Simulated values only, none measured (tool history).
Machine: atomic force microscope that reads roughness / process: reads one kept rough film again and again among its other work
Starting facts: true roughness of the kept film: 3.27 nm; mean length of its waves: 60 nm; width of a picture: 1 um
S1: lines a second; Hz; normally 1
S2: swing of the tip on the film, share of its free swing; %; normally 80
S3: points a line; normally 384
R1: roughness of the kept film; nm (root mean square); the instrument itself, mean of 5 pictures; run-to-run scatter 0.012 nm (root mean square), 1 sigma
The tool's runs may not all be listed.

run 1 hour=0 | S1=1 S2=80 S3=384 | R1=2.664
-- hour=27.3 new tip fitted
run 2 hour=48.3 | S1=1.65 S2=80 S3=384 | R1=2.592
run 3 hour=83.8 | S1=1 S2=63 S3=384 | R1=2.773
-- hour=95.4 new tip fitted
run 4 hour=141.7 | S1=1 S2=80 S3=384 | R1=2.634
-- hour=165.5 new tip fitted
run 5 hour=192.3 | S1=1 S2=80 S3=384 | R1=2.716
-- hour=197.5 height scale calibrated on a step standard
-- hour=234.1 new tip fitted
run 6 hour=238.1 | S1=1 S2=80 S3=384 | R1=2.786
run 7 hour=284.1 | S1=1.59 S2=79 S3=932 | R1=2.492
-- hour=302.2 new tip fitted
run 8 hour=349.2 | S1=1.59 S2=79 S3=932 | R1=2.519
-- hour=370.2 new tip fitted
run 9 hour=428.6 | S1=1.59 S2=79 S3=932 | R1=2.463
-- hour=437.6 new tip fitted
-- hour=462.8 height scale calibrated on a step standard, once more
run 10 hour=498.9 | S1=1.59 S2=74 S3=932 | R1=2.645
-- hour=508.9 new tip fitted
run 11 hour=545.9 | S1=1.42 S2=80 S3=580 | R1=2.639

Run by run, hidden condition taken away, random variation retained:
What the log doesn't record here: radius of the tip, nm; height scale over the true one, %; drift of the gauge itself on roughness_nm, %.
run=1 R1=2.89
run=2 R1=2.738
run=3 R1=3.07
run=4 R1=2.869
run=5 R1=2.905
run=6 R1=2.895
run=7 R1=2.762
run=8 R1=2.763
run=9 R1=2.759
run=10 R1=2.858
run=11 R1=2.787

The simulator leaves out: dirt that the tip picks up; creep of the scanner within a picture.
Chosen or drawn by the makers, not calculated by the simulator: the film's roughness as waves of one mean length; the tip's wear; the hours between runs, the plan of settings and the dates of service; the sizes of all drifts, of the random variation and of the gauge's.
